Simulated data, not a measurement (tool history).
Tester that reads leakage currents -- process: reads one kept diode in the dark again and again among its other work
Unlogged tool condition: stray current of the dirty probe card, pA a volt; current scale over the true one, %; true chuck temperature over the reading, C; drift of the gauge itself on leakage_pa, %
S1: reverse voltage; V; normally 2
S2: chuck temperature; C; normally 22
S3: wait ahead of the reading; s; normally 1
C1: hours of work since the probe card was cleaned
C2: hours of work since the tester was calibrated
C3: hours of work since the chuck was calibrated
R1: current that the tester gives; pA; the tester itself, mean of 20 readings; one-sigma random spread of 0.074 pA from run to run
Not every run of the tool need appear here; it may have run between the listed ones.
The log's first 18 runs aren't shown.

{"run": 19, "hour": 3099.2, "S1": 19.56, "S2": 21, "S3": 1.56, "C1": 1910, "C2": 2486, "C3": 262, "R1": 85.3}
{"run": 20, "hour": 3306.0, "S1": 19.56, "S2": 21, "S3": 1.56, "C1": 2037, "C2": 2613, "C3": 390, "R1": 88.69}
{"hour": 3399.1, "done": "probe card cleaned and baked"}
{"run": 21, "hour": 3505.7, "S1": 19.56, "S2": 21, "S3": 1.56, "C1": 66, "C2": 2735, "C3": 511, "R1": 43.27}
{"run": 22, "hour": 3625.2, "S1": 3.85, "S2": 22, "S3": 8.83, "C1": 139, "C2": 2808, "C3": 585, "R1": 23.42}
{"run": 23, "hour": 3807.0, "S1": 3.85, "S2": 22, "S3": 1.21, "C1": 252, "C2": 2921, "C3": 697, "R1": 24.3}
{"run": 24, "hour": 3933.7, "S1": 17.95, "S2": 22, "S3": 1.21, "C1": 330, "C2": 2999, "C3": 775, "R1": 51}
{"run": 25, "hour": 4144.5, "S1": 17.54, "S2": 49, "S3": 1, "C1": 460, "C2": 3129, "C3": 905, "R1": 478.38}
{"run": 26, "hour": 4376.4, "S1": 3.12, "S2": 32, "S3": 3.54, "C1": 603, "C2": 3272, "C3": 1048, "R1": 55.74}
{"run": 27, "hour": 4500.4, "S1": 4.89, "S2": 46, "S3": 3.54, "C1": 679, "C2": 3348, "C3": 1124, "R1": 221.04}
{"run": 28, "hour": 4680.9, "S1": 5.62, "S2": 33, "S3": 1.27, "C1": 790, "C2": 3459, "C3": 1236, "R1": 79.87}
{"run": 29, "hour": 4842.2, "S1": 2, "S2": 32, "S3": 2.27, "C1": 890, "C2": 3559, "C3": 1335, "R1": 46.54}
{"run": 30, "hour": 4962.2, "S1": 7.24, "S2": 50, "S3": 0.53, "C1": 964, "C2": 3633, "C3": 1409, "R1": 361.63}
{"run": 31, "hour": 5091.3, "S1": 3.83, "S2": 22, "S3": 4.97, "C1": 1043, "C2": 3712, "C3": 1489, "R1": 26.92}

What does the tool deliver on the next run?
{"run": 32, "hour": 5253.5, "S1": 3.83, "S2": 22, "S3": 4.97, "C1": 1143, "C2": 3812, "C3": 1589, "R1": "?"}

{"run 32": {"R1": 27.23}}
Without the tool's hidden state the same run would have given R1 22.97 pA.
